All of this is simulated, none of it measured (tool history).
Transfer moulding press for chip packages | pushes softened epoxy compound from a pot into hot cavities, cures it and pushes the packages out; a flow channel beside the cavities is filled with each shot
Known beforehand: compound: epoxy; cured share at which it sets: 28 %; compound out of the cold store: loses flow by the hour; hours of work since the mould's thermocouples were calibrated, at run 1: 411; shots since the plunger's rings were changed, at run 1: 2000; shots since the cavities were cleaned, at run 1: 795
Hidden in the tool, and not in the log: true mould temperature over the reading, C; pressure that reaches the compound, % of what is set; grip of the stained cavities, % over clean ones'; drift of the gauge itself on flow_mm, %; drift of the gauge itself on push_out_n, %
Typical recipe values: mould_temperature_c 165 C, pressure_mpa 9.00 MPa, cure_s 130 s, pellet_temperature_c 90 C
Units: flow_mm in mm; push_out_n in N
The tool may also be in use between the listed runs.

run	hour	mould_temperature_c	pressure_mpa	cure_s	pellet_temperature_c	hours of work since the mould's thermocouples were calibrated	shots since the plunger's rings were changed	shots since the cavities were cleaned	incoming compound's hours out of the cold store	flow_mm	push_out_n
1	0.0	165	9.00	130	90	411	2000	795	14.7	732	702
2	17.8	166	9.00	130	90	421	2139	934	44.3	585	680
3	33.1	166	9.00	130	90	429	2260	1055	18.9	707	666
# hour 36.3: cavities cleaned with cleaning compound and waxed
4	57.7	166	9.00	130	90	442	2440	167	46.6	574	470
5	80.7	166	9.00	130	90	455	2621	348	42.6	590	570
6	98.4	166	9.00	130	90	464	2759	486	14.6	726	607
# hour 102.3: mould's thermocouples calibrated
7	118.2	166	9.00	130	90	9	2899	626	14.9	719	634
8	137.1	166	9.00	130	90	19	3047	774	37.7	609	666
9	149.7	165	7.80	119	90	26	3145	872	43.7	543	699

Run 10 comes next. What will it give?
# hour 175.4: cavities cleaned with cleaning compound and waxed
10	175.4	165	9.22	117	86	40	3335	0	20.4	?	?

flow_mm: 701 mm
push_out_n: 350 N
Take away the tool's hidden state, keep the run-to-run variation as it was, and the same run would have given flow_mm 719 mm, push_out_n 342 N.

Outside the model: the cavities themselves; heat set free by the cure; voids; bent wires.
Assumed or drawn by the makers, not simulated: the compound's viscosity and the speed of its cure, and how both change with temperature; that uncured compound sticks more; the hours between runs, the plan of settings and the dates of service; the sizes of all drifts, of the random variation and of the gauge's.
